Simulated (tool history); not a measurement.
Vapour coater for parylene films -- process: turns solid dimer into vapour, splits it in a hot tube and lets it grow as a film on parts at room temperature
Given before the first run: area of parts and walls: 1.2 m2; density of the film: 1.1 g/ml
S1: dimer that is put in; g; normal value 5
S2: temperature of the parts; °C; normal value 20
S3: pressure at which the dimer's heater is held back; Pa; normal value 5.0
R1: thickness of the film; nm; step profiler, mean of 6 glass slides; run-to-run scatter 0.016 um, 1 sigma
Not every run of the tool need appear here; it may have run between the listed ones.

Run 1, hour 0.0: usual settings. Result: R1 2390 nm.
Run 2, hour 59.4: usual settings. Result: R1 2390 nm.
Run 3, hour 113.3: usual settings. Result: R1 2350 nm.
Run 4, hour 162.9: usual settings. Result: R1 2340 nm.
Run 5, hour 217.4: usual settings. Result: R1 2340 nm.
Run 6, hour 256.4: usual settings. Result: R1 2360 nm.
Run 7, hour 284.9: usual settings. Result: R1 2380 nm.
Run 8, hour 334.4: usual settings. Result: R1 2360 nm.
Run 9, hour 362.7: usual settings but S3 3.6 Pa. Result: R1 2510 nm.

For run 10, what comes out?
Run 10, hour 416.5: usual settings but S3 3.6 Pa. Result: R1 ?.

Run 10 gave R1 2510 nm.
Were there no unlogged condition in the tool, this run, its random variation unchanged, would have produced R1 2510 nm.

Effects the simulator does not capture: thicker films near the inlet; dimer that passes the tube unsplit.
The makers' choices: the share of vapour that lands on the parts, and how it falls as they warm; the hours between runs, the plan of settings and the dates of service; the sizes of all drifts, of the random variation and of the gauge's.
